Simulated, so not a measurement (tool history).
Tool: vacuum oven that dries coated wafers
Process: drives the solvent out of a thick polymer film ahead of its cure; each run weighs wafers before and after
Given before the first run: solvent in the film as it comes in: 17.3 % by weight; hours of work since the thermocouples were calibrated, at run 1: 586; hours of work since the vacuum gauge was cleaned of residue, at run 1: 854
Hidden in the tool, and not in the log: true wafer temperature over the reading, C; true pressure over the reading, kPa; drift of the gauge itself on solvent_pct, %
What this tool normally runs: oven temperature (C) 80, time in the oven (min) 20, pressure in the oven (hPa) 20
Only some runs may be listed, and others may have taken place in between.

| run | hour | oven temperature (C) | time in the oven (min) | pressure in the oven (hPa) | hours of work since the thermocouples were calibrated | hours of work since the vacuum gauge was cleaned of residue | solvent left in the film (%) |
|---|---|---|---|---|---|---|---|
| 1 | 0 | 80 | 20 | 20 | 586 | 854 | 2.76 |
| 2 | 46.2 | 80 | 20 | 20 | 615 | 883 | 2.75 |
| 3 | 79.5 | 80 | 20 | 20 | 635 | 903 | 2.76 |
| 4 | 141.3 | 85 | 20 | 20 | 674 | 942 | 1.85 |
| 5 | 203.7 | 85 | 28 | 20 | 713 | 981 | 1.26 |
| 6 | 265.2 | 80 | 20 | 49.8 | 751 | 1019 | 3.96 |
| 7 | 302.6 | 80 | 20 | 49.8 | 774 | 1042 | 3.96 |
|  | 309.6 | oven's thermocouples calibrated |
| 8 | 346.2 | 80 | 14 | 20 | 23 | 1068 | 4.02 |
| 9 | 400.3 | 80 | 18 | 20 | 57 | 1102 | 2.98 |
| 10 | 442.8 | 80 | 20 | 20 | 83 | 1128 | 2.62 |
| 11 | 485 | 80 | 20 | 41.2 | 109 | 1155 | 3.47 |
| 12 | 529.3 | 80 | 20 | 41.2 | 137 | 1182 | 3.5 |

Predict the results of run 13:
| 13 | 559.6 | 80 | 20 | 20 | 156 | 1201 | ? |

Run 13 gave solvent left in the film (%) 2.61.
Had the tool carried no hidden state, the very same run would have given solvent left in the film (%) 2.81.
